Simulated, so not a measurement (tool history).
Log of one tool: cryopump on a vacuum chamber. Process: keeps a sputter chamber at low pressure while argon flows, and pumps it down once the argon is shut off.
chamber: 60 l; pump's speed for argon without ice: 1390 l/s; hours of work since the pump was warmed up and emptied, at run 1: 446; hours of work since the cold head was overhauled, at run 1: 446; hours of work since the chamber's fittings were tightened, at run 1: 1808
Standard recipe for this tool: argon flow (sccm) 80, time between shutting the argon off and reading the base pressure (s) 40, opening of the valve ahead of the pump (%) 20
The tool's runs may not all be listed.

| run | hour | argon flow (sccm) | time between shutting the argon off and reading the base pressure (s) | opening of the valve ahead of the pump (%) | hours of work since the pump was warmed up and emptied | hours of work since the cold head was overhauled | hours of work since the chamber's fittings were tightened | pressure while argon flows (Pa) | pressure after the wait (uPa) |
|---|---|---|---|---|---|---|---|---|---|
| 1 | 0.0 | 80 | 40 | 20 | 446 | 446 | 1808 | 0.5160 | 3.46 |
| 2 | 79.1 | 80 | 40 | 20 | 485 | 485 | 1847 | 0.5188 | 3.68 |
|  | 90.9 | pump warmed up, emptied and cooled again |
| 3 | 196.2 | 80 | 40 | 22 | 52 | 540 | 1902 | 0.4470 | 3.19 |
|  | 235.3 | leaking fittings of the chamber tightened, without venting |
| 4 | 250.4 | 80 | 40 | 22 | 77 | 566 | 7 | 0.4494 | 1.50 |
| 5 | 359.2 | 80 | 40 | 22 | 131 | 619 | 61 | 0.4508 | 1.51 |
| 6 | 433.1 | 53 | 40 | 20 | 167 | 655 | 97 | 0.3281 | 1.64 |
| 7 | 512.9 | 53 | 40 | 20 | 206 | 695 | 136 | 0.3312 | 1.61 |
| 8 | 600.0 | 53 | 40 | 20 | 249 | 737 | 179 | 0.3320 | 1.74 |
| 9 | 673.5 | 53 | 40 | 20 | 285 | 773 | 215 | 0.3324 | 1.76 |
| 10 | 725.9 | 53 | 40 | 20 | 311 | 799 | 241 | 0.3365 | 1.77 |
| 11 | 802.7 | 53 | 40 | 20 | 348 | 837 | 278 | 0.3381 | 1.81 |
| 12 | 851.8 | 80 | 40 | 20 | 372 | 861 | 302 | 0.5092 | 1.86 |
| 13 | 944.0 | 80 | 40 | 20 | 418 | 906 | 348 | 0.5148 | 1.96 |
| 14 | 1005.3 | 80 | 40 | 53 | 448 | 936 | 378 | 0.2130 | 2.05 |
|  | 1092.1 | pump warmed up, emptied and cooled again |
| 15 | 1110.2 | 80 | 40 | 53 | 9 | 985 | 427 | 0.1841 | 1.89 |
| 16 | 1166.0 | 157 | 33 | 46 | 36 | 1013 | 454 | 0.4231 | 2.14 |
| 17 | 1262.0 | 80 | 40 | 50 | 83 | 1060 | 501 | 0.2016 | 2.02 |
| 18 | 1329.6 | 80 | 40 | 50 | 117 | 1093 | 534 | 0.2013 | 2.08 |
| 19 | 1395.0 | 80 | 40 | 50 | 149 | 1125 | 567 | 0.2032 | 2.07 |
| 20 | 1478.3 | 34 | 40 | 54 | 189 | 1166 | 607 | 0.0811 | 2.13 |
| 21 | 1569.2 | 80 | 40 | 46 | 234 | 1210 | 652 | 0.2249 | 2.19 |
| 22 | 1617.5 | 59 | 55 | 27 | 258 | 1234 | 676 | 0.2789 | 1.95 |
| 23 | 1683.5 | 37 | 41 | 60 | 290 | 1266 | 708 | 0.0836 | 2.28 |
| 24 | 1780.3 | 69 | 59 | 20 | 338 | 1314 | 756 | 0.4362 | 1.93 |
| 25 | 1840.4 | 69 | 59 | 25 | 367 | 1343 | 785 | 0.3539 | 2.03 |
| 26 | 1889.3 | 73 | 49 | 25 | 391 | 1367 | 809 | 0.3795 | 2.25 |
| 27 | 1995.2 | 73 | 49 | 21 | 443 | 1419 | 861 | 0.4504 | 2.33 |
|  | 2086.2 | pump warmed up, emptied and cooled again |
| 28 | 2100.3 | 73 | 49 | 21 | 7 | 1468 | 910 | 0.4268 | 2.06 |
| 29 | 2169.7 | 57 | 69 | 16 | 41 | 1502 | 944 | 0.4378 | 1.84 |
| 30 | 2222.2 | 44 | 92 | 20 | 67 | 1528 | 970 | 0.2709 | 1.68 |

Forecast each of these 3 alternatives for the next run:
| A | 2273.4 | 159 | 27 | 20 | 92 | 1553 | 995 | ? | ? |
| B | 2273.4 | 157 | 223 | 18 | 92 | 1553 | 995 | ? | ? |
| C | 2273.4 | 104 | 83 | 34 | 92 | 1553 | 995 | ? | ? |

| run | pressure while argon flows (Pa) | pressure after the wait (uPa) |
|---|---|---|
| A | 0.9834 | 3.01 |
| B | 1.0786 | 1.40 |
| C | 0.3795 | 1.89 |
With the hidden condition removed and each run's random variation left untouched, the same runs would have given:
| run | pressure while argon flows (Pa) | pressure after the wait (uPa) |
|---|---|---|
| A | 0.9697 | 2.05 |
| B | 1.0650 | 0.42 |
| C | 0.3706 | 0.87 |
